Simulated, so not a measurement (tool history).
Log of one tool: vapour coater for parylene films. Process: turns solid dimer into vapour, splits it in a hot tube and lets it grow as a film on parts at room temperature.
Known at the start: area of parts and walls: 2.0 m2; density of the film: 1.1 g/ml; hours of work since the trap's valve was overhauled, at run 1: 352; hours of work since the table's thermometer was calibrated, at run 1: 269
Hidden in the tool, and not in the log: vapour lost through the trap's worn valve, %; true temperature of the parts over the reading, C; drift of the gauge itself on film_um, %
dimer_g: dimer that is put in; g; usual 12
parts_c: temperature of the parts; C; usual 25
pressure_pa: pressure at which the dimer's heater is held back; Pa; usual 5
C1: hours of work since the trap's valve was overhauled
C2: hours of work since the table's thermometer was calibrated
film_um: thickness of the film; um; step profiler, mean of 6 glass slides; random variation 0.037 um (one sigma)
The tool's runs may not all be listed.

run 1 hour=0 | dimer_g=12 parts_c=25 pressure_pa=5 | C1=352 C2=269 | film_um=3.73
run 2 hour=22.5 | dimer_g=12 parts_c=25 pressure_pa=5 | C1=371 C2=289 | film_um=3.63
run 3 hour=56.1 | dimer_g=10 parts_c=25 pressure_pa=5 | C1=401 C2=318 | film_um=3.07
run 4 hour=92.7 | dimer_g=10 parts_c=25 pressure_pa=5 | C1=433 C2=350 | film_um=3.07
run 5 hour=112.1 | dimer_g=10 parts_c=25 pressure_pa=5 | C1=450 C2=367 | film_um=3.09
run 6 hour=147.4 | dimer_g=12 parts_c=25 pressure_pa=5 | C1=481 C2=398 | film_um=3.63
run 7 hour=188.5 | dimer_g=12 parts_c=25 pressure_pa=5 | C1=517 C2=434 | film_um=3.59
run 8 hour=222.7 | dimer_g=12 parts_c=25 pressure_pa=5 | C1=547 C2=464 | film_um=3.64
run 9 hour=255.8 | dimer_g=12 parts_c=25 pressure_pa=5 | C1=576 C2=493 | film_um=3.56
run 10 hour=274.4 | dimer_g=12 parts_c=25 pressure_pa=5 | C1=592 C2=509 | film_um=3.56
-- hour=305.3 trap's valve overhauled
run 11 hour=316.8 | dimer_g=12 parts_c=25 pressure_pa=5 | C1=10 C2=543 | film_um=3.92
run 12 hour=343.4 | dimer_g=12 parts_c=25 pressure_pa=5 | C1=33 C2=566 | film_um=3.89
run 13 hour=373.5 | dimer_g=12 parts_c=25 pressure_pa=5 | C1=60 C2=593 | film_um=3.88
run 14 hour=402.6 | dimer_g=12 parts_c=25 pressure_pa=5 | C1=85 C2=618 | film_um=3.93
run 15 hour=423.3 | dimer_g=12 parts_c=25 pressure_pa=2.06 | C1=103 C2=636 | film_um=4.17
run 16 hour=461.9 | dimer_g=12 parts_c=25 pressure_pa=5 | C1=137 C2=670 | film_um=3.78
run 17 hour=483.3 | dimer_g=12 parts_c=36 pressure_pa=5 | C1=156 C2=689 | film_um=2.61
run 18 hour=514.7 | dimer_g=12 parts_c=19 pressure_pa=5 | C1=184 C2=716 | film_um=4.7
run 19 hour=547.9 | dimer_g=10 parts_c=19 pressure_pa=5 | C1=213 C2=745 | film_um=3.92
-- hour=552.5 table's thermometer calibrated
run 20 hour=578.9 | dimer_g=12 parts_c=25 pressure_pa=4.7 | C1=239 C2=23 | film_um=3.91
run 21 hour=597 | dimer_g=12 parts_c=25 pressure_pa=4.7 | C1=255 C2=39 | film_um=3.78
run 22 hour=627.4 | dimer_g=12 parts_c=25 pressure_pa=4.7 | C1=281 C2=66 | film_um=3.76
run 23 hour=660.3 | dimer_g=6 parts_c=25 pressure_pa=5 | C1=310 C2=94 | film_um=1.84
run 24 hour=693.2 | dimer_g=22 parts_c=25 pressure_pa=6.64 | C1=339 C2=123 | film_um=6.68
-- hour=719 table's thermometer calibrated, once more
run 25 hour=736.3 | dimer_g=14 parts_c=32 pressure_pa=2.38 | C1=376 C2=15 | film_um=3.53
run 26 hour=755.3 | dimer_g=21 parts_c=25 pressure_pa=10.65 | C1=393 C2=32 | film_um=6
run 27 hour=775.3 | dimer_g=12 parts_c=25 pressure_pa=5 | C1=410 C2=49 | film_um=3.63
run 28 hour=811.8 | dimer_g=12 parts_c=25 pressure_pa=5 | C1=442 C2=81 | film_um=3.63
run 29 hour=838.2 | dimer_g=15 parts_c=23 pressure_pa=5 | C1=465 C2=104 | film_um=4.89
run 30 hour=868.9 | dimer_g=20 parts_c=21 pressure_pa=5 | C1=492 C2=131 | film_um=6.97
run 31 hour=906 | dimer_g=7 parts_c=25 pressure_pa=11.85 | C1=525 C2=164 | film_um=1.92
run 32 hour=934.4 | dimer_g=7 parts_c=25 pressure_pa=11.85 | C1=550 C2=189 | film_um=1.93
run 33 hour=970.5 | dimer_g=13 parts_c=28 pressure_pa=9.72 | C1=581 C2=220 | film_um=3.3
run 34 hour=1007.7 | dimer_g=13 parts_c=28 pressure_pa=9.72 | C1=614 C2=253 | film_um=3.17
-- hour=1014.7 trap's valve overhauled
run 35 hour=1035.7 | dimer_g=13 parts_c=28 pressure_pa=9.72 | C1=18 C2=274 | film_um=3.55
run 36 hour=1055.9 | dimer_g=12 parts_c=36 pressure_pa=5 | C1=36 C2=292 | film_um=2.64
run 37 hour=1077.6 | dimer_g=12 parts_c=36 pressure_pa=5 | C1=55 C2=311 | film_um=2.62
run 38 hour=1102.5 | dimer_g=12 parts_c=21 pressure_pa=11.55 | C1=77 C2=333 | film_um=4.05
run 39 hour=1130.1 | dimer_g=14 parts_c=25 pressure_pa=5 | C1=101 C2=357 | film_um=4.5
run 40 hour=1156.5 | dimer_g=12 parts_c=22 pressure_pa=2.67 | C1=124 C2=380 | film_um=4.59
run 41 hour=1192.4 | dimer_g=11 parts_c=28 pressure_pa=8.9 | C1=156 C2=411 | film_um=2.94
run 42 hour=1218.1 | dimer_g=8 parts_c=18 pressure_pa=3.17 | C1=178 C2=434 | film_um=3.39
run 43 hour=1253.4 | dimer_g=16 parts_c=27 pressure_pa=6.04 | C1=209 C2=465 | film_um=4.65
run 44 hour=1276.7 | dimer_g=16 parts_c=27 pressure_pa=6.04 | C1=230 C2=485 | film_um=4.63
run 45 hour=1298.1 | dimer_g=16 parts_c=27 pressure_pa=6.04 | C1=248 C2=504 | film_um=4.59
run 46 hour=1337.7 | dimer_g=16 parts_c=18 pressure_pa=5.44 | C1=283 C2=539 | film_um=6.28

Hidden state or all else? Some run-to-run changes of film_um, split into what the settings, what came in and random variation would give without the hidden state, and what is left for the hidden state (with any gauge scatter that isn't in both results):
Run 10 -> 11: trap's valve overhauled. film_um +0.36 um: hidden state +0.33, all else +0.03.
Run 23 -> 24: dimer_g 6 -> 22, pressure_pa 5 -> 6.64. film_um +4.84 um: hidden state -0.23, all else +5.07.
Run 24 -> 25: dimer_g 22 -> 14, parts_c 25 -> 32, pressure_pa 6.64 -> 2.38, table's thermometer calibrated, once more. film_um -3.15 um: hidden state +0.08, all else -3.23.
Run 30 -> 31: dimer_g 20 -> 7, parts_c 21 -> 25, pressure_pa 5 -> 11.85. film_um -5.05 um: hidden state +0.39, all else -5.44.
Run 34 -> 35: trap's valve overhauled. film_um +0.38 um: hidden state +0.3, all else +0.08.

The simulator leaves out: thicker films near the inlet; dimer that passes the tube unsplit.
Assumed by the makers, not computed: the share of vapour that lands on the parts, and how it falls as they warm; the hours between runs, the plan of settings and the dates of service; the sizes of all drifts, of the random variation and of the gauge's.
